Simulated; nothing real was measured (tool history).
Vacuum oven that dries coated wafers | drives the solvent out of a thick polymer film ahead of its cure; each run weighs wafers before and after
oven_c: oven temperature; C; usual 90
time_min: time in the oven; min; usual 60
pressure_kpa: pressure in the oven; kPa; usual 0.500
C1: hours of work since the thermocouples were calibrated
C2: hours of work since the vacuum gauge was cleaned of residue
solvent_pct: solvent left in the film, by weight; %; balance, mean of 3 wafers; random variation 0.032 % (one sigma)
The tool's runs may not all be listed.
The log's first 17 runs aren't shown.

run 18 hour=1050.3 | oven_c=90 time_min=60 pressure_kpa=0.500 | C1=927 C2=2616 | solvent_pct=1.72
run 19 hour=1117.1 | oven_c=90 time_min=60 pressure_kpa=0.500 | C1=970 C2=2658 | solvent_pct=1.70
-- hour=1128.6 vacuum gauge cleaned of residue and calibrated
run 20 hour=1198.9 | oven_c=90 time_min=60 pressure_kpa=0.500 | C1=1021 C2=45 | solvent_pct=1.73
run 21 hour=1261.0 | oven_c=90 time_min=60 pressure_kpa=0.500 | C1=1061 C2=85 | solvent_pct=1.71
-- hour=1295.2 oven's thermocouples calibrated
run 22 hour=1304.2 | oven_c=99 time_min=53 pressure_kpa=0.423 | C1=6 C2=111 | solvent_pct=0.86
run 23 hour=1355.1 | oven_c=94 time_min=37 pressure_kpa=0.742 | C1=38 C2=144 | solvent_pct=3.15
run 24 hour=1405.9 | oven_c=94 time_min=37 pressure_kpa=0.742 | C1=71 C2=176 | solvent_pct=3.09
run 25 hour=1491.5 | oven_c=82 time_min=37 pressure_kpa=0.320 | C1=126 C2=231 | solvent_pct=6.13
run 26 hour=1550.4 | oven_c=82 time_min=37 pressure_kpa=0.320 | C1=163 C2=268 | solvent_pct=6.16
run 27 hour=1599.1 | oven_c=86 time_min=60 pressure_kpa=1.640 | C1=194 C2=300 | solvent_pct=2.86
run 28 hour=1671.2 | oven_c=86 time_min=32 pressure_kpa=1.749 | C1=240 C2=346 | solvent_pct=6.39
run 29 hour=1712.1 | oven_c=90 time_min=31 pressure_kpa=1.216 | C1=267 C2=372 | solvent_pct=5.31
run 30 hour=1749.6 | oven_c=89 time_min=84 pressure_kpa=0.827 | C1=291 C2=396 | solvent_pct=0.95
run 31 hour=1804.0 | oven_c=88 time_min=65 pressure_kpa=1.104 | C1=325 C2=431 | solvent_pct=1.95
run 32 hour=1864.1 | oven_c=101 time_min=65 pressure_kpa=1.104 | C1=364 C2=469 | solvent_pct=0.47
run 33 hour=1919.7 | oven_c=84 time_min=46 pressure_kpa=0.500 | C1=399 C2=505 | solvent_pct=4.37
run 34 hour=2004.9 | oven_c=84 time_min=46 pressure_kpa=0.500 | C1=454 C2=559 | solvent_pct=4.32
run 35 hour=2083.5 | oven_c=84 time_min=81 pressure_kpa=0.326 | C1=504 C2=609 | solvent_pct=1.59
run 36 hour=2141.8 | oven_c=84 time_min=81 pressure_kpa=0.326 | C1=541 C2=647 | solvent_pct=1.46
run 37 hour=2205.5 | oven_c=84 time_min=81 pressure_kpa=0.326 | C1=582 C2=687 | solvent_pct=1.48
run 38 hour=2279.7 | oven_c=84 time_min=99 pressure_kpa=0.595 | C1=630 C2=735 | solvent_pct=1.12
run 39 hour=2319.4 | oven_c=102 time_min=106 pressure_kpa=1.735 | C1=655 C2=760 | solvent_pct=0.36
run 40 hour=2406.3 | oven_c=102 time_min=106 pressure_kpa=1.735 | C1=711 C2=816 | solvent_pct=0.34

Consider 5 possible next runs. They are alternatives, not a sequence: every one starts from the tool as it was left by run 40. What does each give?
run A hour=2494.9 | oven_c=76 time_min=60 pressure_kpa=1.385 | C1=767 C2=873 | solvent_pct=?
run B hour=2494.9 | oven_c=90 time_min=54 pressure_kpa=1.715 | C1=767 C2=873 | solvent_pct=?
run C hour=2494.9 | oven_c=82 time_min=106 pressure_kpa=0.386 | C1=767 C2=873 | solvent_pct=?
run D hour=2494.9 | oven_c=102 time_min=81 pressure_kpa=0.508 | C1=767 C2=873 | solvent_pct=?
run E hour=2494.9 | oven_c=89 time_min=93 pressure_kpa=0.500 | C1=767 C2=873 | solvent_pct=?

run=A solvent_pct=5.38
run=B solvent_pct=2.50
run=C solvent_pct=1.05
run=D solvent_pct=0.22
run=E solvent_pct=0.66
Stripped of hidden state, with their random variation kept, the same runs would have yielded:
run=A solvent_pct=5.41
run=B solvent_pct=2.51
run=C solvent_pct=1.06
run=D solvent_pct=0.23
run=E solvent_pct=0.67
